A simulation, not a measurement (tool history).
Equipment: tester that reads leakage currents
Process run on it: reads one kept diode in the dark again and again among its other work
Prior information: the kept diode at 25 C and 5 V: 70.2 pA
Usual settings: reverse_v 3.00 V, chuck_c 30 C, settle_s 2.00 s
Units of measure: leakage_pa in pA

run,day,reverse_v,chuck_c,settle_s,leakage_pa
1,0.000,3.00,30,2.00,88.68
2,1.200,3.00,38,2.00,169.87
3,3.200,3.00,38,2.00,170.21
4,4.458,3.00,38,0.41,170.67
# day 4.804: probe card cleaned and baked
5,6.558,3.00,30,0.35,90.56
6,8.867,3.00,30,0.35,90.68
7,11.012,3.00,30,0.35,90.84
8,12.525,3.00,30,0.35,91.14
9,14.175,3.00,30,0.35,90.88
10,15.408,3.00,30,0.35,91.42
11,17.333,3.00,30,0.35,91.00
12,18.525,3.00,30,0.35,90.64
13,20.221,3.00,30,1.70,88.83
14,22.021,3.00,37,2.00,155.99
15,23.979,15.11,30,2.00,165.58
16,25.204,15.11,30,1.35,166.95
17,26.296,3.00,30,0.35,90.95
18,27.796,3.00,30,0.35,90.75
19,30.067,3.00,30,2.00,88.84
20,31.950,3.75,42,0.36,253.86
21,34.308,3.75,42,0.36,253.37
22,35.508,1.52,30,2.00,68.18
23,36.554,3.00,37,5.93,155.69
24,38.971,4.50,30,2.00,103.71
25,40.771,8.72,30,5.72,133.54
26,43.012,3.00,31,2.33,96.25
27,44.675,3.00,51,7.78,451.49
28,46.288,3.00,33,0.67,114.23
29,48.342,3.00,51,0.57,450.69
30,50.233,4.58,48,2.00,426.24
31,52.604,7.11,30,0.58,126.95
32,55.096,1.51,35,0.44,102.99
33,56.379,3.36,37,3.83,163.06
34,58.162,3.36,37,3.83,162.29
35,60.117,3.36,37,3.83,163.14
36,62.567,3.36,37,3.83,162.38
37,64.179,3.36,37,0.90,162.18

4 ways to go on from here, each from the tool as it stands after run 37. What would each give?
A,66.688,1.40,30,2.00,?
B,66.688,3.00,30,0.38,?
C,66.688,1.22,20,0.30,?
D,66.688,17.84,30,0.70,?

run,leakage_pa
A,66.12
B,91.16
C,27.90
D,184.46
The same runs, with their run-to-run variation unchanged, on a tool lacking any hidden condition would have given:
run,leakage_pa
A,66.09
B,91.12
C,27.88
D,184.33

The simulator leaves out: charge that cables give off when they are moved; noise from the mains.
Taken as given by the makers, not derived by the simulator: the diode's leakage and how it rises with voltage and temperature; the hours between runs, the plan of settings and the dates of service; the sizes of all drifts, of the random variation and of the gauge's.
